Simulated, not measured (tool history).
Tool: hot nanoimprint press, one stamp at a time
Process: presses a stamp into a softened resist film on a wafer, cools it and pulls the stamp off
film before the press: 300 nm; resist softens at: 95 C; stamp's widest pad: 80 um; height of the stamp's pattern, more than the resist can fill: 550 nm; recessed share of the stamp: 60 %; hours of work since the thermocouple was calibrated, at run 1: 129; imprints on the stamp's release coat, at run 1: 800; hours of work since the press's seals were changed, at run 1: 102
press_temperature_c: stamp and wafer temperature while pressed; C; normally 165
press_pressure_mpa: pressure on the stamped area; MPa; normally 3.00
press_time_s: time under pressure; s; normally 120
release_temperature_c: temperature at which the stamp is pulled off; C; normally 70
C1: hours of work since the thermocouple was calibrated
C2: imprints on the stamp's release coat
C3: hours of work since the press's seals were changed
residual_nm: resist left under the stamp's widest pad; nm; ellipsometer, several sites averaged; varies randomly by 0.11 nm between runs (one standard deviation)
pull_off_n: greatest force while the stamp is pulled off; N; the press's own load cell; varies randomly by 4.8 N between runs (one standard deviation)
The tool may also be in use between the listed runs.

run 1 hour=0.0 | press_temperature_c=165 press_pressure_mpa=3.00 press_time_s=120 release_temperature_c=70 | C1=129 C2=800 C3=102 | residual_nm=113.1 pull_off_n=297
run 2 hour=10.1 | press_temperature_c=165 press_pressure_mpa=3.00 press_time_s=120 release_temperature_c=70 | C1=135 C2=849 C3=108 | residual_nm=113.3 pull_off_n=325
run 3 hour=23.4 | press_temperature_c=165 press_pressure_mpa=3.00 press_time_s=120 release_temperature_c=70 | C1=144 C2=913 C3=116 | residual_nm=113.1 pull_off_n=323
run 4 hour=32.0 | press_temperature_c=165 press_pressure_mpa=3.00 press_time_s=120 release_temperature_c=70 | C1=149 C2=955 C3=121 | residual_nm=112.9 pull_off_n=327
run 5 hour=42.6 | press_temperature_c=165 press_pressure_mpa=3.00 press_time_s=120 release_temperature_c=70 | C1=155 C2=1007 C3=128 | residual_nm=113.2 pull_off_n=335
run 6 hour=53.5 | press_temperature_c=165 press_pressure_mpa=3.00 press_time_s=120 release_temperature_c=70 | C1=162 C2=1059 C3=135 | residual_nm=113.0 pull_off_n=340
run 7 hour=61.8 | press_temperature_c=165 press_pressure_mpa=3.00 press_time_s=120 release_temperature_c=68 | C1=167 C2=1100 C3=140 | residual_nm=112.8 pull_off_n=352
run 8 hour=73.1 | press_temperature_c=165 press_pressure_mpa=3.00 press_time_s=120 release_temperature_c=68 | C1=174 C2=1154 C3=147 | residual_nm=112.9 pull_off_n=350
run 9 hour=86.1 | press_temperature_c=165 press_pressure_mpa=3.00 press_time_s=120 release_temperature_c=68 | C1=182 C2=1217 C3=155 | residual_nm=113.0 pull_off_n=352
run 10 hour=97.2 | press_temperature_c=165 press_pressure_mpa=3.00 press_time_s=120 release_temperature_c=68 | C1=189 C2=1271 C3=162 | residual_nm=112.8 pull_off_n=357
run 11 hour=106.8 | press_temperature_c=165 press_pressure_mpa=3.00 press_time_s=120 release_temperature_c=68 | C1=195 C2=1318 C3=168 | residual_nm=112.9 pull_off_n=371
run 12 hour=113.9 | press_temperature_c=165 press_pressure_mpa=3.00 press_time_s=120 release_temperature_c=70 | C1=199 C2=1353 C3=172 | residual_nm=112.8 pull_off_n=371
run 13 hour=129.4 | press_temperature_c=165 press_pressure_mpa=3.00 press_time_s=120 release_temperature_c=70 | C1=209 C2=1428 C3=181 | residual_nm=112.8 pull_off_n=378
run 14 hour=145.3 | press_temperature_c=165 press_pressure_mpa=3.00 press_time_s=120 release_temperature_c=70 | C1=219 C2=1505 C3=191 | residual_nm=113.0 pull_off_n=400
run 15 hour=157.6 | press_temperature_c=165 press_pressure_mpa=3.00 press_time_s=120 release_temperature_c=70 | C1=226 C2=1565 C3=199 | residual_nm=112.6 pull_off_n=381
run 16 hour=168.2 | press_temperature_c=165 press_pressure_mpa=3.60 press_time_s=120 release_temperature_c=70 | C1=233 C2=1616 C3=205 | residual_nm=101.6 pull_off_n=385
run 17 hour=182.3 | press_temperature_c=165 press_pressure_mpa=3.82 press_time_s=145 release_temperature_c=70 | C1=242 C2=1684 C3=214 | residual_nm=91.8 pull_off_n=405
run 18 hour=192.6 | press_temperature_c=165 press_pressure_mpa=3.54 press_time_s=120 release_temperature_c=70 | C1=248 C2=1734 C3=220 | residual_nm=102.8 pull_off_n=412
-- hour=196.6 plate thermocouple calibrated
run 19 hour=205.0 | press_temperature_c=165 press_pressure_mpa=2.69 press_time_s=69 release_temperature_c=56 | C1=5 C2=1780 C3=226 | residual_nm=144.0 pull_off_n=461
run 20 hour=213.7 | press_temperature_c=165 press_pressure_mpa=2.69 press_time_s=69 release_temperature_c=56 | C1=11 C2=1822 C3=232 | residual_nm=143.7 pull_off_n=463
run 21 hour=222.1 | press_temperature_c=165 press_pressure_mpa=2.69 press_time_s=69 release_temperature_c=56 | C1=16 C2=1863 C3=237 | residual_nm=143.7 pull_off_n=456
run 22 hour=232.1 | press_temperature_c=165 press_pressure_mpa=2.69 press_time_s=69 release_temperature_c=56 | C1=22 C2=1912 C3=243 | residual_nm=143.6 pull_off_n=464
run 23 hour=242.8 | press_temperature_c=165 press_pressure_mpa=2.14 press_time_s=120 release_temperature_c=58 | C1=28 C2=1963 C3=250 | residual_nm=134.0 pull_off_n=479
run 24 hour=250.7 | press_temperature_c=165 press_pressure_mpa=3.00 press_time_s=235 release_temperature_c=70 | C1=33 C2=2002 C3=254 | residual_nm=87.2 pull_off_n=448
run 25 hour=264.8 | press_temperature_c=167 press_pressure_mpa=3.00 press_time_s=235 release_temperature_c=70 | C1=42 C2=2070 C3=263 | residual_nm=81.8 pull_off_n=460
-- hour=271.6 stamp cleaned and given a new release coat
-- hour=278.9 plate thermocouple calibrated, once more
run 26 hour=288.1 | press_temperature_c=167 press_pressure_mpa=1.99 press_time_s=162 release_temperature_c=63 | C1=6 C2=65 C3=272 | residual_nm=120.2 pull_off_n=253
run 27 hour=304.7 | press_temperature_c=167 press_pressure_mpa=1.99 press_time_s=162 release_temperature_c=63 | C1=16 C2=146 C3=282 | residual_nm=120.1 pull_off_n=252
run 28 hour=316.6 | press_temperature_c=167 press_pressure_mpa=1.99 press_time_s=162 release_temperature_c=63 | C1=23 C2=204 C3=290 | residual_nm=120.1 pull_off_n=266
run 29 hour=328.2 | press_temperature_c=164 press_pressure_mpa=3.00 press_time_s=235 release_temperature_c=62 | C1=30 C2=260 C3=297 | residual_nm=91.2 pull_off_n=271

What if the next run were any one of these 4? Each begins from the tool's condition after run 29:
run A hour=336.8 | press_temperature_c=165 press_pressure_mpa=3.72 press_time_s=120 release_temperature_c=70 | C1=36 C2=302 C3=302 | residual_nm=? pull_off_n=?
run B hour=336.8 | press_temperature_c=168 press_pressure_mpa=3.00 press_time_s=235 release_temperature_c=62 | C1=36 C2=302 C3=302 | residual_nm=? pull_off_n=?
run C hour=336.8 | press_temperature_c=164 press_pressure_mpa=4.36 press_time_s=175 release_temperature_c=60 | C1=36 C2=302 C3=302 | residual_nm=? pull_off_n=?
run D hour=336.8 | press_temperature_c=164 press_pressure_mpa=1.86 press_time_s=87 release_temperature_c=62 | C1=36 C2=302 C3=302 | residual_nm=? pull_off_n=?

run=A residual_nm=100.5 pull_off_n=254
run=B residual_nm=80.4 pull_off_n=275
run=C residual_nm=82.4 pull_off_n=284
run=D residual_nm=166.1 pull_off_n=271
Without the tool's unlogged condition, the same runs would have read:
run=A residual_nm=100.4 pull_off_n=227
run=B residual_nm=80.4 pull_off_n=246
run=C residual_nm=82.2 pull_off_n=254
run=D residual_nm=166.5 pull_off_n=243
